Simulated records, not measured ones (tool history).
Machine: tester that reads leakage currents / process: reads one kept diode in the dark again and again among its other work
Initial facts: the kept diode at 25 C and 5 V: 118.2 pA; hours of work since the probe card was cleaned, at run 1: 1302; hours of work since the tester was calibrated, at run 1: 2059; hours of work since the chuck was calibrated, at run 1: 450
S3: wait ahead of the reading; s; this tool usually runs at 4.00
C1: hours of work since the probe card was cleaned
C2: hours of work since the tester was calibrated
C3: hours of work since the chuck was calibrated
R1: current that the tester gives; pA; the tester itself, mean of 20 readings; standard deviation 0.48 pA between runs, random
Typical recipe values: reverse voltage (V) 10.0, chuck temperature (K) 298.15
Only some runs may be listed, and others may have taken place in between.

Run 1, hour 0.0: usual settings; C1 1302; C2 2059; C3 450. Result: R1 156.24 pA.
Run 2, hour 66.5: usual settings; C1 1333; C2 2091; C3 482. Result: R1 155.42 pA.
Run 3, hour 133.0: usual settings; C1 1365; C2 2123; C3 513. Result: R1 154.73 pA.
Run 4, hour 227.6: usual settings; C1 1410; C2 2168; C3 558. Result: R1 154.02 pA.
Run 5, hour 301.8: usual settings but S3 2.78 s; C1 1446; C2 2203; C3 594. Result: R1 154.08 pA.
Run 6, hour 363.2: usual settings but S3 2.78 s; C1 1475; C2 2232; C3 623. Result: R1 153.14 pA.
Run 7, hour 465.6: usual settings but S3 2.78 s; C1 1524; C2 2281; C3 672. Result: R1 152.73 pA.
Run 8, hour 536.0: usual settings but S3 2.78 s; C1 1557; C2 2315; C3 705. Result: R1 153.84 pA.
Run 9, hour 643.6: usual settings but S3 0.96 s; C1 1608; C2 2366; C3 756. Result: R1 154.43 pA.
Run 10, hour 714.8: usual settings but reverse voltage (V) 9.3; C1 1642; C2 2400; C3 790. Result: R1 146.34 pA.
Run 11, hour 825.5: usual settings but reverse voltage (V) 9.3; C1 1695; C2 2453; C3 843. Result: R1 145.42 pA.
Run 12, hour 888.4: usual settings; C1 1725; C2 2483; C3 873. Result: R1 150.67 pA.
At hour 955.4: probe card cleaned and baked.
Run 13, hour 968.4: usual settings; C1 6; C2 2519; C3 910. Result: R1 147.41 pA.
Run 14, hour 1044.1: usual settings; C1 42; C2 2555; C3 946. Result: R1 146.82 pA.
Run 15, hour 1146.5: usual settings; C1 91; C2 2604; C3 994. Result: R1 146.10 pA.
Run 16, hour 1206.5: usual settings; C1 120; C2 2633; C3 1023. Result: R1 145.46 pA.
Run 17, hour 1306.7: usual settings; C1 167; C2 2680; C3 1071. Result: R1 145.71 pA.
Run 18, hour 1372.4: usual settings but reverse voltage (V) 14.5; C1 199; C2 2712; C3 1102. Result: R1 169.44 pA.
Run 19, hour 1450.8: usual settings but reverse voltage (V) 14.5; C1 236; C2 2749; C3 1139. Result: R1 169.67 pA.
Run 20, hour 1553.8: usual settings but reverse voltage (V) 14.5; C1 285; C2 2798; C3 1188. Result: R1 169.23 pA.
Run 21, hour 1676.6: usual settings but reverse voltage (V) 14.5, S3 1.03 s; C1 343; C2 2856; C3 1247. Result: R1 171.44 pA.
Run 22, hour 1789.7: usual settings but reverse voltage (V) 17.4, chuck temperature (K) 312.15, S3 0.48 s; C1 397; C2 2910; C3 1301. Result: R1 662.69 pA.
Run 23, hour 1884.1: usual settings but chuck temperature (K) 316.15, S3 4.62 s; C1 442; C2 2955; C3 1346. Result: R1 729.75 pA.
Run 24, hour 1943.1: usual settings but chuck temperature (K) 316.15, S3 6.77 s; C1 470; C2 2983; C3 1374. Result: R1 729.84 pA.
Run 25, hour 1996.5: usual settings but chuck temperature (K) 319.15, S3 0.31 s; C1 496; C2 3009; C3 1399. Result: R1 947.89 pA.
Run 26, hour 2086.8: usual settings but reverse voltage (V) 2.7, chuck temperature (K) 295.15, S3 7.68 s; C1 539; C2 3052; C3 1442. Result: R1 59.89 pA.
Run 27, hour 2189.3: usual settings but reverse voltage (V) 2.7, chuck temperature (K) 295.15, S3 7.68 s; C1 588; C2 3101; C3 1491. Result: R1 59.43 pA.
At hour 2305.5: chuck's temperature calibrated.
Run 28, hour 2310.9: usual settings but reverse voltage (V) 6.4; C1 645; C2 3158; C3 3. Result: R1 128.84 pA.
Run 29, hour 2364.8: usual settings but reverse voltage (V) 8.2, chuck temperature (K) 301.15; C1 670; C2 3183; C3 28. Result: R1 190.83 pA.

Same runs, no hidden state in the tool, same run-to-run variation:
Hidden conditions of the tool in this case: stray current of the dirty probe card, pA a volt; current scale over the true one, %; true chuck temperature over the reading, C; drift of the gauge itself on leakage_pa, %.
run       R1
  1   160.26
  2   159.85
  3   159.56
  4   159.39
  5   159.95
  6   159.38
  7   159.61
  8   161.23
  9   162.49
 10   154.61
 11   154.36
 12   160.21
 13   159.85
 14   159.72
 15   159.57
 16   159.31
 17   160.19
 18   186.75
 19   187.58
 20   187.80
 21   190.88
 22   737.03
 23   814.21
 24   816.09
 25  1059.42
 26    68.28
 27    68.05
 28   130.96
 29   194.47
